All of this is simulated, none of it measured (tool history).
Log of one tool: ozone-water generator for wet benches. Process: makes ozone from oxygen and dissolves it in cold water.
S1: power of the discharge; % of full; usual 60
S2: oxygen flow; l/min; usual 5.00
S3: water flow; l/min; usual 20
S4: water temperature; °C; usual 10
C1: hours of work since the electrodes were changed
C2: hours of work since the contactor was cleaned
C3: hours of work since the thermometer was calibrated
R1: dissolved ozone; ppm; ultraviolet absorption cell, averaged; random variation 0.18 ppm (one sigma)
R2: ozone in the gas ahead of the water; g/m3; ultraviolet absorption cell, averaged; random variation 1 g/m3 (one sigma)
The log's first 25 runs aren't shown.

{"run": 26, "hour": 606.7, "S1": 41, "S2": 2.61, "S3": 20, "S4": 10, "C1": 1544, "C2": 7194, "C3": 2882, "R1": 14.3, "R2": 175.0}
{"run": 27, "hour": 621.9, "S1": 41, "S2": 2.61, "S3": 19, "S4": 10, "C1": 1557, "C2": 7207, "C3": 2894, "R1": 15.0, "R2": 174.1}
{"run": 28, "hour": 641.3, "S1": 47, "S2": 6.74, "S3": 13, "S4": 6, "C1": 1573, "C2": 7223, "C3": 2911, "R1": 28.5, "R2": 135.1}
{"run": 29, "hour": 655.7, "S1": 47, "S2": 6.74, "S3": 13, "S4": 9, "C1": 1585, "C2": 7235, "C3": 2923, "R1": 27.4, "R2": 134.9}
{"run": 30, "hour": 687.5, "S1": 76, "S2": 6.27, "S3": 20, "S4": 10, "C1": 1612, "C2": 7261, "C3": 2949, "R1": 30.9, "R2": 208.8}
{"run": 31, "hour": 717.1, "S1": 76, "S2": 6.27, "S3": 20, "S4": 10, "C1": 1637, "C2": 7286, "C3": 2974, "R1": 30.8, "R2": 210.5}
{"run": 32, "hour": 731.3, "S1": 54, "S2": 2.75, "S3": 20, "S4": 7, "C1": 1649, "C2": 7298, "C3": 2986, "R1": 18.9, "R2": 216.8}
{"run": 33, "hour": 750.3, "S1": 56, "S2": 3.23, "S3": 16, "S4": 15, "C1": 1664, "C2": 7314, "C3": 3002, "R1": 22.7, "R2": 209.3}

3 ways to go on from here, each from the tool as it stands after run 33. What would each give?
{"run": "A", "hour": 782.7, "S1": 94, "S2": 3.23, "S3": 16, "S4": 7, "C1": 1691, "C2": 7341, "C3": 3029, "R1": "?", "R2": "?"}
{"run": "B", "hour": 782.7, "S1": 60, "S2": 5.0, "S3": 14, "S4": 10, "C1": 1691, "C2": 7341, "C3": 3029, "R1": "?", "R2": "?"}
{"run": "C", "hour": 782.7, "S1": 56, "S2": 5.74, "S3": 16, "S4": 15, "C1": 1691, "C2": 7341, "C3": 3029, "R1": "?", "R2": "?"}

run=A R1=38.7 R2=325.2
run=B R1=30.8 R2=187.3
run=C R1=25.1 R2=169.5
Without the tool's hidden state the same runs would have given:
run=A R1=38.7 R2=317.0
run=B R1=30.8 R2=182.5
run=C R1=25.1 R2=165.2

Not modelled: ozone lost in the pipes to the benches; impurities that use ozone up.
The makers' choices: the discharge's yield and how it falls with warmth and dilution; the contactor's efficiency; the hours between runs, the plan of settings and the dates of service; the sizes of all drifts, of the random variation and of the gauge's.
